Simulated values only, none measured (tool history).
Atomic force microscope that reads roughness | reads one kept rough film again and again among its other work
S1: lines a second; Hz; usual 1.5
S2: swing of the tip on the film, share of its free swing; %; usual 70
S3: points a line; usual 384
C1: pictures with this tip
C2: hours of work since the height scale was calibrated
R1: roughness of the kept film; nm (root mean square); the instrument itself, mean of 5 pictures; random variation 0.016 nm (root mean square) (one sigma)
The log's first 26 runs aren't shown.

| run | day | S1 | S2 | S3 | C1 | C2 | R1 |
|---|---|---|---|---|---|---|---|
| 27 | 31.821 | 0.66 | 83 | 315 | 127 | 804 | 3.836 |
| 28 | 33.162 | 1.5 | 67 | 384 | 160 | 820 | 3.796 |
| 29 | 34.617 | 1.41 | 62 | 889 | 197 | 836 | 3.902 |
|  | 35.621 | new tip fitted |
| 30 | 36.112 | 0.88 | 62 | 282 | 12 | 854 | 3.964 |
| 31 | 37.3 | 0.88 | 62 | 282 | 42 | 867 | 3.981 |
| 32 | 38.392 | 0.51 | 62 | 282 | 69 | 880 | 4.016 |
| 33 | 39.65 | 0.51 | 62 | 282 | 101 | 895 | 4.04 |
| 34 | 40.438 | 1.82 | 62 | 337 | 121 | 904 | 3.879 |
| 35 | 41.229 | 1.82 | 62 | 337 | 141 | 913 | 3.841 |
| 36 | 42.608 | 3.62 | 86 | 619 | 175 | 929 | 2.757 |
| 37 | 43.604 | 3.62 | 86 | 619 | 201 | 941 | 2.75 |
| 38 | 44.379 | 3.62 | 86 | 619 | 220 | 950 | 2.744 |
|  | 44.488 | new tip fitted |
| 39 | 45.996 | 1.91 | 86 | 296 | 38 | 968 | 3.238 |
| 40 | 47.329 | 1.5 | 81 | 273 | 72 | 984 | 3.53 |
| 41 | 48.096 | 2.42 | 80 | 601 | 91 | 993 | 3.3 |
| 42 | 49.354 | 2.42 | 80 | 601 | 123 | 1007 | 3.281 |
| 43 | 50.25 | 2.42 | 80 | 601 | 145 | 1018 | 3.289 |
| 44 | 51.1 | 1.77 | 69 | 601 | 167 | 1027 | 3.758 |
| 45 | 52.779 | 1.77 | 69 | 601 | 209 | 1047 | 3.776 |
|  | 53.346 | new tip fitted |
| 46 | 54.517 | 2.03 | 55 | 384 | 29 | 1067 | 3.911 |

3 ways to go on from here, each from the tool as it stands after run 46. What would each give?
| A | 55.396 | 1.5 | 83 | 302 | 51 | 1077 | ? |
| B | 55.396 | 3.15 | 55 | 462 | 51 | 1077 | ? |
| C | 55.396 | 2.03 | 74 | 384 | 51 | 1077 | ? |

| run | R1 |
|---|---|
| A | 3.472 |
| B | 3.857 |
| C | 3.55 |
Without the tool's hidden state the same runs would have given:
| run | R1 |
|---|---|
| A | 3.474 |
| B | 3.859 |
| C | 3.552 |
